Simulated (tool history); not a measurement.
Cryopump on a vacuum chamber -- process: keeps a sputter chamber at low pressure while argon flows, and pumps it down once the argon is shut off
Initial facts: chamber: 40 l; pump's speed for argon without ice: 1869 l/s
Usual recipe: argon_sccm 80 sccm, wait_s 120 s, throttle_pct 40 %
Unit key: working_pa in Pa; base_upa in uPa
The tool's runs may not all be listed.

run     day  argon_sccm  wait_s  throttle_pct  working_pa  base_upa
  1   0.000          80     120            40      0.1805      0.85
  2   0.400          80     106            40      0.1809      0.86
  3   1.158          80     106            40      0.1809      0.92
  4   1.779          80     120            40      0.1819      0.84
  5   2.562          80     299            40      0.1832      0.62
  6   3.054          80     299            40      0.1836      0.61
  7   3.754          80     120            40      0.1816      0.85
  8   4.512          80     120            21      0.3470      0.84
  9   5.108          80     120            21      0.3458      0.84
 10   5.896          80     120            21      0.3453      0.87
 11   6.425          80     120            21      0.3463      0.85
 12   6.988          80     120            21      0.3466      0.88
 13   7.762          80     120            44      0.1665      0.92
 14   8.200          80     120            19      0.3837      0.90
 15   8.812          80     120            19      0.3831      0.89
 16   9.592          80     120            19      0.3845      0.91
 17  10.467          80     120            41      0.1807      0.89
 18  10.904          80     120            41      0.1823      0.90
 19  11.496          80     120            41      0.1815      0.88
 20  11.946          80     120            34      0.2188      0.90
 21  12.871          76      72            45      0.1592      1.19
 22  13.788          42     146            51      0.0774      0.85
 23  14.179          80     298            40      0.1865      0.69
 24  14.858         111      37            43      0.2453      1.83
 25  15.596         111      37            43      0.2426      1.81
 26  16.458         111      37            43      0.2443      1.86
 27  16.996         157      37            42      0.3536      1.77
 28  17.867          70     120            21      0.3096      0.98
 29  18.383          70      45            21      0.3098      1.65
 30  19.054          33      45            40      0.0781      1.61
 31  19.508          80      43            17      0.4379      1.63
 32  19.883          51      56            23      0.2052      1.40
 33  20.383          85      26            25      0.3181      2.28
 34  20.971          33     120            16      0.1907      0.99

Expected results for the next run?
 35  21.558          33     120            16           ?         ?

working_pa: 0.1907 Pa
base_upa: 1.00 uPa
With the hidden condition absent and the run-to-run variation left alone, this run would have shown working_pa 0.1865 Pa, base_upa 0.55 uPa.

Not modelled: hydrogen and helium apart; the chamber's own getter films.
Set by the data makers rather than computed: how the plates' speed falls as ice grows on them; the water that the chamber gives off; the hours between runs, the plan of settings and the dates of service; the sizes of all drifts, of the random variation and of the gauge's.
